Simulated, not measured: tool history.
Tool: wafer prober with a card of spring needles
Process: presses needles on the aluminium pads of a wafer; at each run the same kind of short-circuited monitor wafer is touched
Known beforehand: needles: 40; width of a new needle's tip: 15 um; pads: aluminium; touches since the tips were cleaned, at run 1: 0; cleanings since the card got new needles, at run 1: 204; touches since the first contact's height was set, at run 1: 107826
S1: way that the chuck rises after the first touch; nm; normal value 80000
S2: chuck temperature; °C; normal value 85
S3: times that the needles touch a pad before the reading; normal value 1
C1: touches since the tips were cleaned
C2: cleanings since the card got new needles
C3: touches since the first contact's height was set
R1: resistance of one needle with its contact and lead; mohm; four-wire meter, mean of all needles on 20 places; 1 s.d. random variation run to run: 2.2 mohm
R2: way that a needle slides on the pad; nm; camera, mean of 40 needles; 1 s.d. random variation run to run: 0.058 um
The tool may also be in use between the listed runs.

run 1 hour=0 | S1=80000 S2=85 S3=1 | C1=0 C2=204 C3=107826 | R1=241 R2=19080
-- hour=12.2 tips cleaned on abrasive film
-- hour=24.4 tips cleaned on abrasive film
-- hour=36.5 tips cleaned on abrasive film
-- hour=48.7 tips cleaned on abrasive film
-- hour=58.5 tips cleaned on abrasive film
-- hour=70.7 tips cleaned on abrasive film
-- hour=80.4 tips cleaned on abrasive film
run 2 hour=80.5 | S1=80000 S2=85 S3=1 | C1=31 C2=211 C3=153019 | R1=239 R2=19060
-- hour=90.2 tips cleaned on abrasive film
-- hour=102.4 tips cleaned on abrasive film
-- hour=112.2 tips cleaned on abrasive film
-- hour=119.7 height of the first contact set anew
-- hour=124.7 tips cleaned on abrasive film
-- hour=134.4 tips cleaned on abrasive film
-- hour=146.6 tips cleaned on abrasive film
run 3 hour=156 | S1=80000 S2=85 S3=1 | C1=5300 C2=217 C3=20354 | R1=242 R2=19040
-- hour=158.5 tips cleaned on abrasive film
-- hour=168.2 tips cleaned on abrasive film
-- hour=180.4 tips cleaned on abrasive film
-- hour=192.6 tips cleaned on abrasive film
-- hour=204.8 tips cleaned on abrasive film
-- hour=217 tips cleaned on abrasive film
-- hour=226.7 tips cleaned on abrasive film
-- hour=238.9 tips cleaned on abrasive film
run 4 hour=241.8 | S1=80000 S2=85 S3=1 | C1=1611 C2=225 C3=68495 | R1=244 R2=19040
-- hour=249.1 tips cleaned on abrasive film
-- hour=261.3 tips cleaned on abrasive film
-- hour=271.1 tips cleaned on abrasive film
-- hour=283.2 tips cleaned on abrasive film
run 5 hour=284.1 | S1=80000 S2=85 S3=1 | C1=511 C2=229 C3=92275 | R1=243 R2=19190
-- hour=293.9 tips cleaned on abrasive film
-- hour=306.1 tips cleaned on abrasive film
-- hour=318.3 tips cleaned on abrasive film
-- hour=330.4 tips cleaned on abrasive film
-- hour=340.2 tips cleaned on abrasive film
-- hour=352.4 tips cleaned on abrasive film
run 6 hour=352.6 | S1=80000 S2=85 S3=1 | C1=110 C2=235 C3=130706 | R1=237 R2=19180
-- hour=362.3 tips cleaned on abrasive film
-- hour=374.5 tips cleaned on abrasive film
-- hour=386.7 tips cleaned on abrasive film
-- hour=396.5 tips cleaned on abrasive film
-- hour=408.7 tips cleaned on abrasive film
run 7 hour=410.9 | S1=80000 S2=85 S3=1 | C1=1274 C2=240 C3=163455 | R1=242 R2=19060
-- hour=420.7 tips cleaned on abrasive film
-- hour=430.6 height of the first contact set anew
-- hour=433.1 tips cleaned on abrasive film
-- hour=442.9 tips cleaned on abrasive film
-- hour=455.1 tips cleaned on abrasive film
-- hour=467.3 tips cleaned on abrasive film
-- hour=479.4 tips cleaned on abrasive film
-- hour=489.2 tips cleaned on abrasive film
-- hour=501.4 tips cleaned on abrasive film
run 8 hour=505.3 | S1=80000 S2=85 S3=1 | C1=2226 C2=248 C3=41914 | R1=238 R2=19230
-- hour=512.7 tips cleaned on abrasive film
-- hour=524.9 tips cleaned on abrasive film
-- hour=537 tips cleaned on abrasive film
-- hour=546.8 tips cleaned on abrasive film
-- hour=557.8 tips cleaned on abrasive film
run 9 hour=557.8 | S1=80000 S2=85 S3=1 | C1=0 C2=253 C3=71367 | R1=241 R2=19250
-- hour=570 tips cleaned on abrasive film
-- hour=579.8 tips cleaned on abrasive film
-- hour=591.9 tips cleaned on abrasive film
-- hour=601.7 tips cleaned on abrasive film
-- hour=613.9 tips cleaned on abrasive film
-- hour=625.3 tips cleaned on abrasive film
run 10 hour=625.3 | S1=80000 S2=93 S3=1 | C1=0 C2=259 C3=109222 | R1=240 R2=19210
-- hour=635 tips cleaned on abrasive film
-- hour=647.2 tips cleaned on abrasive film
-- hour=659.4 tips cleaned on abrasive film
-- hour=671.6 tips cleaned on abrasive film
-- hour=683.7 tips cleaned on abrasive film
-- hour=695.9 tips cleaned on abrasive film
-- hour=708.1 tips cleaned on abrasive film
-- hour=720.3 tips cleaned on abrasive film
run 11 hour=720.6 | S1=80000 S2=85 S3=1 | C1=188 C2=267 C3=162784 | R1=240 R2=19270
-- hour=730.4 tips cleaned on abrasive film
-- hour=742.6 tips cleaned on abrasive film
-- hour=742.9 height of the first contact set anew
-- hour=755 tips cleaned on abrasive film
-- hour=767.2 tips cleaned on abrasive film
-- hour=779.4 tips cleaned on abrasive film
-- hour=789.2 tips cleaned on abrasive film
run 12 hour=793.4 | S1=80000 S2=85 S3=1 | C1=2370 C2=273 C3=28373 | R1=245 R2=19220
-- hour=800.7 tips cleaned on abrasive film
-- hour=812.9 tips cleaned on abrasive film
-- hour=822.6 tips cleaned on abrasive film
-- hour=834.8 tips cleaned on abrasive film
-- hour=844.6 tips cleaned on abrasive film
-- hour=855.3 tips cleaned on abrasive film
run 13 hour=855.3 | S1=80000 S2=94 S3=2 | C1=0 C2=279 C3=63107 | R1=244 R2=19360
-- hour=867.4 tips cleaned on abrasive film
-- hour=877.2 tips cleaned on abrasive film
-- hour=889.4 tips cleaned on abrasive film
-- hour=901.6 tips cleaned on abrasive film
-- hour=913.8 tips cleaned on abrasive film
-- hour=925.9 tips cleaned on abrasive film
run 14 hour=934.4 | S1=61000 S2=27 S3=2 | C1=4794 C2=285 C3=107588 | R1=228 R2=14690
-- hour=936.9 tips cleaned on abrasive film
-- hour=949.1 tips cleaned on abrasive film
-- hour=961.3 tips cleaned on abrasive film
-- hour=973.5 tips cleaned on abrasive film
-- hour=983.2 tips cleaned on abrasive film
run 15 hour=990 | S1=89000 S2=60 S3=1 | C1=3864 C2=290 C3=138824 | R1=239 R2=21470
-- hour=995 tips cleaned on abrasive film
-- hour=1007.2 tips cleaned on abrasive film
-- hour=1019.3 tips cleaned on abrasive film
-- hour=1031.5 tips cleaned on abrasive film
-- hour=1041.3 tips cleaned on abrasive film
-- hour=1053.5 tips cleaned on abrasive film
-- hour=1053.8 height of the first contact set anew
-- hour=1065.9 tips cleaned on abrasive film
-- hour=1078.1 tips cleaned on abrasive film
run 16 hour=1084.8 | S1=89000 S2=29 S3=1 | C1=3768 C2=298 C3=17452 | R1=225 R2=21640
-- hour=1089.7 tips cleaned on abrasive film
-- hour=1101.8 gauge calibrated
-- hour=1101.9 tips cleaned on abrasive film
-- hour=1114.1 tips cleaned on abrasive film
-- hour=1126.2 tips cleaned on abrasive film
-- hour=1138.4 tips cleaned on abrasive film
-- hour=1150.6 tips cleaned on abrasive film
run 17 hour=1156.7 | S1=89000 S2=29 S3=2 | C1=3430 C2=304 C3=57831 | R1=225 R2=21090
-- hour=1161.6 tips cleaned on abrasive film
-- hour=1173.8 tips cleaned on abrasive film
-- hour=1185.9 tips cleaned on abrasive film
-- hour=1198.1 tips cleaned on abrasive film
-- hour=1210.3 tips cleaned on abrasive film
-- hour=1222.5 tips cleaned on abrasive film
-- hour=1234.7 tips cleaned on abrasive film
run 18 hour=1244 | S1=89000 S2=29 S3=2 | C1=5266 C2=311 C3=106890 | R1=230 R2=21270
-- hour=1246.5 tips cleaned on abrasive film
-- hour=1258.7 tips cleaned on abrasive film
-- hour=1270.8 tips cleaned on abrasive film
-- hour=1280.6 tips cleaned on abrasive film
-- hour=1292.8 tips cleaned on abrasive film
-- hour=1305 tips cleaned on abrasive film
-- hour=1317 tips cleaned on abrasive film
run 19 hour=1317 | S1=89000 S2=29 S3=2 | C1=0 C2=318 C3=147889 | R1=225 R2=21330
-- hour=1326.8 tips cleaned on abrasive film
-- hour=1339 tips cleaned on abrasive film
-- hour=1351.2 tips cleaned on abrasive film
-- hour=1363.3 tips cleaned on abrasive film
-- hour=1366.1 height of the first contact set anew
-- hour=1375.8 tips cleaned on abrasive film
-- hour=1385.6 tips cleaned on abrasive film
run 20 hour=1390.6 | S1=89000 S2=29 S3=2 | C1=2825 C2=324 C3=13774 | R1=224 R2=21250
-- hour=1395.5 tips cleaned on abrasive film
-- hour=1407.7 tips cleaned on abrasive film
-- hour=1419.9 tips cleaned on abrasive film
-- hour=1432.1 tips cleaned on abrasive film
-- hour=1444.2 tips cleaned on abrasive film
run 21 hour=1444.5 | S1=70000 S2=120 S3=3 | C1=167 C2=329 C3=44048 | R1=252 R2=16800

Alternative continuations, all from the tool just after run 21; predict every row:
-- hour=1454.3 tips cleaned on abrasive film
-- hour=1466.5 tips cleaned on abrasive film
-- hour=1478.7 tips cleaned on abrasive film
-- hour=1488.4 tips cleaned on abrasive film
-- hour=1500.6 tips cleaned on abrasive film
run A hour=1505.8 | S1=80000 S2=28 S3=1 | C1=2936 C2=334 C3=78463 | R1=? R2=?
-- hour=1454.3 tips cleaned on abrasive film
-- hour=1466.5 tips cleaned on abrasive film
-- hour=1478.7 tips cleaned on abrasive film
-- hour=1488.4 tips cleaned on abrasive film
-- hour=1500.6 tips cleaned on abrasive film
run B hour=1505.8 | S1=75000 S2=120 S3=3 | C1=2936 C2=334 C3=78463 | R1=? R2=?
-- hour=1454.3 tips cleaned on abrasive film
-- hour=1466.5 tips cleaned on abrasive film
-- hour=1478.7 tips cleaned on abrasive film
-- hour=1488.4 tips cleaned on abrasive film
-- hour=1500.6 tips cleaned on abrasive film
run C hour=1505.8 | S1=83000 S2=30 S3=1 | C1=2936 C2=334 C3=78463 | R1=? R2=?
-- hour=1454.3 tips cleaned on abrasive film
-- hour=1466.5 tips cleaned on abrasive film
-- hour=1478.7 tips cleaned on abrasive film
-- hour=1488.4 tips cleaned on abrasive film
-- hour=1500.6 tips cleaned on abrasive film
run D hour=1505.8 | S1=85000 S2=33 S3=1 | C1=2936 C2=334 C3=78463 | R1=? R2=?
-- hour=1454.3 tips cleaned on abrasive film
-- hour=1466.5 tips cleaned on abrasive film
-- hour=1478.7 tips cleaned on abrasive film
-- hour=1488.4 tips cleaned on abrasive film
-- hour=1500.6 tips cleaned on abrasive film
run E hour=1505.8 | S1=70000 S2=91 S3=3 | C1=2936 C2=334 C3=78463 | R1=? R2=?

run=A R1=227 R2=19150
run=B R1=249 R2=18080
run=C R1=227 R2=19970
run=D R1=230 R2=20380
run=E R1=249 R2=16760
Had the tool no hidden state, the same runs would have come out as:
run=A R1=226 R2=19020
run=B R1=249 R2=17950
run=C R1=227 R2=19830
run=D R1=230 R2=20250
run=E R1=249 R2=16640
